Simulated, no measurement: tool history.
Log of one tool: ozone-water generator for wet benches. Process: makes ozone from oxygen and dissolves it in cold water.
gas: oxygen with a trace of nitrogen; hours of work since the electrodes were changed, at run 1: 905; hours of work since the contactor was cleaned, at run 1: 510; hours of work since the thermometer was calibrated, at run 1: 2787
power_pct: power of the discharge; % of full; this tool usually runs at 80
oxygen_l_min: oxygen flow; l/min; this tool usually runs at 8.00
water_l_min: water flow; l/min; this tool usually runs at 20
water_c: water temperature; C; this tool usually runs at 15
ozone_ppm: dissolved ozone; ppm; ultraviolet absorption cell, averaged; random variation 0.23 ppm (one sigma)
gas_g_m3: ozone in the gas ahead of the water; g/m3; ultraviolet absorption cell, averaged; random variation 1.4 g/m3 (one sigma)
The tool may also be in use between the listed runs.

run,hour,power_pct,oxygen_l_min,water_l_min,water_c,hours of work since the electrodes were changed,hours of work since the contactor was cleaned,hours of work since the thermometer was calibrated,ozone_ppm,gas_g_m3
1,0.0,80,8.00,20,15,905,510,2787,32.6,259.9
2,217.2,80,8.00,20,15,1079,684,2961,32.0,254.8
3,402.2,80,8.00,20,15,1227,832,3109,32.0,256.0
4,500.8,80,8.42,20,15,1306,911,3188,31.4,244.5
5,657.2,80,8.42,20,15,1432,1037,3313,31.5,244.9
6,865.0,80,8.42,20,15,1598,1203,3480,30.9,242.3
7,966.9,80,8.42,20,15,1680,1285,3562,30.9,241.9
8,1168.7,52,8.00,20,15,1842,1447,3723,23.7,188.0
9,1330.9,52,8.00,20,15,1972,1577,3853,23.4,190.4
10,1529.9,80,8.00,20,15,2131,1736,4013,30.3,248.8
11,1671.6,80,8.00,20,15,2245,1850,4127,30.4,245.0
12,1776.2,80,8.00,20,15,2329,1934,4211,30.2,244.7
13,1912.3,59,8.00,20,15,2438,2043,4320,25.2,203.3
14,2106.2,80,8.00,20,15,2593,2198,4475,29.5,241.0
15,2264.5,80,8.00,20,20,2720,2325,4602,26.9,239.6
16,2361.2,80,8.00,20,20,2798,2403,4679,27.0,240.0
17,2481.3,80,8.00,20,20,2894,2499,4776,26.8,240.9
18,2629.7,57,5.89,14,20,3013,2618,4895,30.7,234.0
19,2807.0,45,8.00,20,15,3155,2760,5037,20.6,164.5
20,2979.6,78,8.00,20,15,3294,2899,5175,28.3,231.5
21,3193.2,80,5.29,19,15,3465,3070,5346,31.6,302.7
# hour 3383.8: water thermometer calibrated
22,3411.2,80,5.29,19,15,3639,3244,22,31.1,299.0
23,3603.4,65,5.18,14,22,3793,3398,176,31.9,266.8
24,3799.7,65,5.18,14,22,3951,3556,333,31.7,265.6
25,3935.0,65,5.18,14,22,4059,3664,442,31.7,264.3
26,4126.6,65,5.18,14,22,4213,3818,596,31.4,264.7
# hour 4223.1: contactor cleaned
27,4245.2,80,8.00,13,15,4304,18,687,40.1,224.0
28,4366.2,80,8.00,20,13,4402,115,784,29.5,225.8
29,4461.2,63,8.00,20,22,4478,191,861,21.7,194.6
30,4576.8,80,4.07,17,15,4570,284,953,34.4,336.3
31,4774.8,80,4.07,17,15,4729,442,1112,34.6,332.7
32,4868.9,64,4.58,13,10,4805,518,1187,41.5,275.8

Below are 5 alternative next runs, each starting from the tool's condition after run 32. Predict each:
A,5021.6,54,5.25,14,15,4927,640,1310,?,?
B,5021.6,64,4.52,13,10,4927,640,1310,?,?
C,5021.6,64,12.37,22,22,4927,640,1310,?,?
D,5021.6,80,7.42,21,15,4927,640,1310,?,?
E,5021.6,64,4.97,13,10,4927,640,1310,?,?

run,ozone_ppm,gas_g_m3
A,31.9,227.9
B,40.9,275.1
C,17.8,148.0
D,26.6,229.6
E,40.3,259.4
The same runs, with their run-to-run variation unchanged, on a tool lacking any hidden condition would have given:
run,ozone_ppm,gas_g_m3
A,37.7,266.8
B,49.3,328.3
C,21.6,176.6
D,32.9,281.2
E,48.5,309.7
